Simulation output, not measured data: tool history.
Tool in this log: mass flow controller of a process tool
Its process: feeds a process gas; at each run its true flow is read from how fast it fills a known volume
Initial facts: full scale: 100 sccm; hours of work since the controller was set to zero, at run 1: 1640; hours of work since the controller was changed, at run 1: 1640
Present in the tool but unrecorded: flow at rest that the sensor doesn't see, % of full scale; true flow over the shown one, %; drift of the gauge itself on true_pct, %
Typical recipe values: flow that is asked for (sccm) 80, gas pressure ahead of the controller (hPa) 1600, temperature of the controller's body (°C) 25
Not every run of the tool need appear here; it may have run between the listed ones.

| run | day | flow that is asked for (sccm) | gas pressure ahead of the controller (hPa) | temperature of the controller's body (°C) | hours of work since the controller was set to zero | hours of work since the controller was changed | true flow (%) |
|---|---|---|---|---|---|---|---|
| 1 | 0.000 | 80 | 1600 | 25 | 1640 | 1640 | 99.76 |
| 2 | 5.954 | 80 | 1600 | 25 | 1688 | 1688 | 99.60 |
| 3 | 13.312 | 80 | 1600 | 25 | 1747 | 1747 | 99.65 |
| 4 | 20.829 | 80 | 1600 | 25 | 1808 | 1808 | 99.55 |
| 5 | 30.862 | 80 | 1600 | 25 | 1889 | 1889 | 99.64 |
| 6 | 36.588 | 80 | 1600 | 25 | 1936 | 1936 | 99.52 |
| 7 | 42.521 | 80 | 1600 | 25 | 1983 | 1983 | 99.52 |
| 8 | 50.383 | 80 | 1600 | 25 | 2047 | 2047 | 99.66 |
| 9 | 56.829 | 80 | 2020 | 25 | 2099 | 2099 | 99.52 |
| 10 | 62.112 | 61 | 2020 | 25 | 2142 | 2142 | 99.09 |
| 11 | 67.342 | 61 | 2020 | 25 | 2184 | 2184 | 99.07 |
| 12 | 74.038 | 18 | 2020 | 25 | 2238 | 2238 | 98.09 |
| 13 | 78.242 | 18 | 2020 | 25 | 2272 | 2272 | 98.03 |
| 14 | 82.542 | 18 | 1900 | 25 | 2307 | 2307 | 98.14 |
| 15 | 91.000 | 18 | 1900 | 25 | 2375 | 2375 | 98.17 |
| 16 | 100.854 | 22 | 2400 | 25 | 2455 | 2455 | 98.13 |

Forecast run 17:
| 17 | 106.404 | 22 | 2400 | 25 | 2500 | 2500 | ? |

{"run 17": {"true flow (%)": 98.27}}
Take away the tool's hidden state, keep the run-to-run variation as it was, and the same run would have given true flow (%) 98.26.
